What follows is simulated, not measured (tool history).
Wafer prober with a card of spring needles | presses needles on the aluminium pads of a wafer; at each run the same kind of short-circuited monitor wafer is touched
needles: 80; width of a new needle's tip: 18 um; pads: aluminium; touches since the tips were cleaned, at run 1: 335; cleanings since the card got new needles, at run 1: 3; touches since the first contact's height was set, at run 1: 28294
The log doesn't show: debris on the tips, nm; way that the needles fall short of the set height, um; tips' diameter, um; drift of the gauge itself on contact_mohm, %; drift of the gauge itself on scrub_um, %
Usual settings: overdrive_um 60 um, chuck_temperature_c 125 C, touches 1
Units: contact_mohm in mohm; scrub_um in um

| run | hour | overdrive_um | chuck_temperature_c | touches | touches since the tips were cleaned | cleanings since the card got new needles | touches since the first contact's height was set | contact_mohm | scrub_um |
|---|---|---|---|---|---|---|---|---|---|
| 1 | 0 | 60 | 125 | 1 | 335 | 3 | 28294 | 173 | 11.38 |
|  | 29.8 | tips cleaned on abrasive film |
|  | 58.2 | tips cleaned on abrasive film |
| 2 | 58.4 | 65 | 125 | 1 | 64 | 5 | 45793 | 170 | 12.29 |
|  | 85.1 | tips cleaned on abrasive film |
| 3 | 95.5 | 65 | 125 | 1 | 3121 | 6 | 56903 | 173 | 12.31 |
|  | 114.1 | tips cleaned on abrasive film |
|  | 145.8 | tips cleaned on abrasive film |
|  | 172.5 | tips cleaned on abrasive film |
| 4 | 172.5 | 55 | 125 | 1 | 0 | 9 | 79941 | 173 | 10.38 |
|  | 200.2 | tips cleaned on abrasive film |
| 5 | 217.6 | 55 | 125 | 1 | 5240 | 10 | 93484 | 172 | 10.31 |
|  | 230.4 | tips cleaned on abrasive film |
|  | 256.7 | tips cleaned on abrasive film |
|  | 284.2 | tips cleaned on abrasive film |
|  | 289.2 | height of the first contact set anew |
| 6 | 300.9 | 60 | 125 | 1 | 4941 | 13 | 3515 | 173 | 11.3 |
|  | 312.2 | tips cleaned on abrasive film |
|  | 340.7 | tips cleaned on abrasive film |
|  | 369.4 | tips cleaned on abrasive film |
| 7 | 380 | 60 | 125 | 1 | 3205 | 16 | 27201 | 173 | 11.33 |
|  | 395.8 | tips cleaned on abrasive film |
|  | 421.4 | tips cleaned on abrasive film |
| 8 | 445 | 60 | 63 | 1 | 7100 | 18 | 46672 | 165 | 11.29 |
|  | 449.5 | tips cleaned on abrasive film |
|  | 478.4 | tips cleaned on abrasive film |
|  | 506.9 | tips cleaned on abrasive film |
| 9 | 509.7 | 60 | 125 | 1 | 840 | 21 | 66004 | 171 | 11.28 |
|  | 537.1 | tips cleaned on abrasive film |
| 10 | 560.9 | 60 | 125 | 1 | 7145 | 22 | 81368 | 172 | 11.24 |
|  | 567.3 | tips cleaned on abrasive film |
|  | 594.2 | tips cleaned on abrasive film |
| 11 | 613.1 | 60 | 125 | 1 | 5676 | 24 | 96988 | 170 | 11.25 |
|  | 623.6 | tips cleaned on abrasive film |
|  | 649.1 | tips cleaned on abrasive film |
|  | 670.1 | height of the first contact set anew |
| 12 | 671.7 | 60 | 125 | 1 | 6709 | 26 | 474 | 177 | 11.27 |
|  | 675.4 | tips cleaned on abrasive film |
|  | 701.2 | tips cleaned on abrasive film |
|  | 728.8 | tips cleaned on abrasive film |
| 13 | 741.8 | 60 | 125 | 2 | 3908 | 29 | 21443 | 172 | 11.26 |
|  | 756.1 | tips cleaned on abrasive film |
|  | 785.3 | tips cleaned on abrasive film |
| 14 | 810.5 | 60 | 125 | 2 | 7582 | 31 | 42026 | 170 | 11.22 |
|  | 814.8 | tips cleaned on abrasive film |
|  | 841.6 | tips cleaned on abrasive film |
|  | 870 | tips cleaned on abrasive film |
| 15 | 888.3 | 60 | 125 | 2 | 5500 | 34 | 65306 | 171 | 11.17 |
|  | 896.2 | tips cleaned on abrasive film |
|  | 923.1 | tips cleaned on abrasive film |
|  | 949.2 | tips cleaned on abrasive film |
| 16 | 969.8 | 60 | 125 | 2 | 6200 | 37 | 89728 | 174 | 11.24 |
|  | 976 | tips cleaned on abrasive film |
|  | 1003.3 | tips cleaned on abrasive film |
| 17 | 1016.1 | 45 | 34 | 3 | 3843 | 39 | 103559 | 159 | 8.36 |
|  | 1033 | tips cleaned on abrasive film |
|  | 1051.7 | height of the first contact set anew |
|  | 1061.5 | tips cleaned on abrasive film |
| 18 | 1079.7 | 62 | 36 | 1 | 5451 | 41 | 8375 | 160 | 11.58 |
|  | 1091.4 | tips cleaned on abrasive film |
|  | 1117.9 | tips cleaned on abrasive film |
| 19 | 1119.2 | 61 | 50 | 3 | 387 | 43 | 20178 | 158 | 11.44 |
|  | 1146 | tips cleaned on abrasive film |
|  | 1177.4 | tips cleaned on abrasive film |
| 20 | 1194.7 | 61 | 50 | 3 | 5188 | 45 | 42816 | 159 | 11.39 |
|  | 1205.2 | tips cleaned on abrasive film |
|  | 1232.7 | tips cleaned on abrasive film |
|  | 1258.7 | tips cleaned on abrasive film |
| 21 | 1266.3 | 58 | 50 | 3 | 2268 | 48 | 64240 | 158 | 10.8 |
|  | 1289.2 | tips cleaned on abrasive film |
|  | 1316.5 | tips cleaned on abrasive film |
|  | 1346.1 | tips cleaned on abrasive film |
| 22 | 1348.7 | 58 | 50 | 1 | 796 | 51 | 88928 | 160 | 10.77 |
|  | 1377.7 | tips cleaned on abrasive film |
|  | 1401.1 | gauge calibrated |
|  | 1405.8 | tips cleaned on abrasive film |
| 23 | 1408.6 | 75 | 41 | 2 | 866 | 53 | 106869 | 157 | 14.17 |
|  | 1435.2 | tips cleaned on abrasive film |
|  | 1435.5 | height of the first contact set anew |
| 24 | 1457.8 | 48 | 56 | 1 | 6707 | 54 | 6707 | 159 | 9.05 |
|  | 1464.2 | tips cleaned on abrasive film |
|  | 1491.9 | tips cleaned on abrasive film |
| 25 | 1497.7 | 70 | 96 | 1 | 1758 | 56 | 18648 | 165 | 13.18 |
|  | 1520.7 | tips cleaned on abrasive film |
| 26 | 1535 | 57 | 125 | 1 | 4283 | 57 | 29800 | 171 | 10.77 |
|  | 1551.1 | tips cleaned on abrasive film |
|  | 1577.4 | tips cleaned on abrasive film |
|  | 1607.8 | tips cleaned on abrasive film |
| 27 | 1613.1 | 57 | 35 | 2 | 1580 | 60 | 53189 | 156 | 10.79 |
|  | 1633.5 | tips cleaned on abrasive film |
| 28 | 1651.6 | 64 | 125 | 1 | 5430 | 61 | 64735 | 172 | 12.06 |
|  | 1663.2 | tips cleaned on abrasive film |
|  | 1691.8 | tips cleaned on abrasive film |
|  | 1721.2 | tips cleaned on abrasive film |
| 29 | 1721.7 | 64 | 125 | 1 | 141 | 64 | 85713 | 167 | 12.09 |

Forecast each of these 3 alternatives for the next run:
|  | 1750.4 | tips cleaned on abrasive film |
|  | 1777.6 | tips cleaned on abrasive film |
| A | 1801.1 | 76 | 125 | 3 | 7072 | 66 | 109506 | ? | ? |
|  | 1750.4 | tips cleaned on abrasive film |
|  | 1777.6 | tips cleaned on abrasive film |
| B | 1801.1 | 60 | 125 | 1 | 7072 | 66 | 109506 | ? | ? |
|  | 1750.4 | tips cleaned on abrasive film |
|  | 1777.6 | tips cleaned on abrasive film |
| C | 1801.1 | 49 | 26 | 1 | 7072 | 66 | 109506 | ? | ? |

| run | contact_mohm | scrub_um |
|---|---|---|
| A | 169 | 14.31 |
| B | 173 | 11.27 |
| C | 157 | 9.25 |
Without the tool's hidden state the same runs would have given:
| run | contact_mohm | scrub_um |
|---|---|---|
| A | 169 | 14.38 |
| B | 173 | 11.33 |
| C | 156 | 9.3 |

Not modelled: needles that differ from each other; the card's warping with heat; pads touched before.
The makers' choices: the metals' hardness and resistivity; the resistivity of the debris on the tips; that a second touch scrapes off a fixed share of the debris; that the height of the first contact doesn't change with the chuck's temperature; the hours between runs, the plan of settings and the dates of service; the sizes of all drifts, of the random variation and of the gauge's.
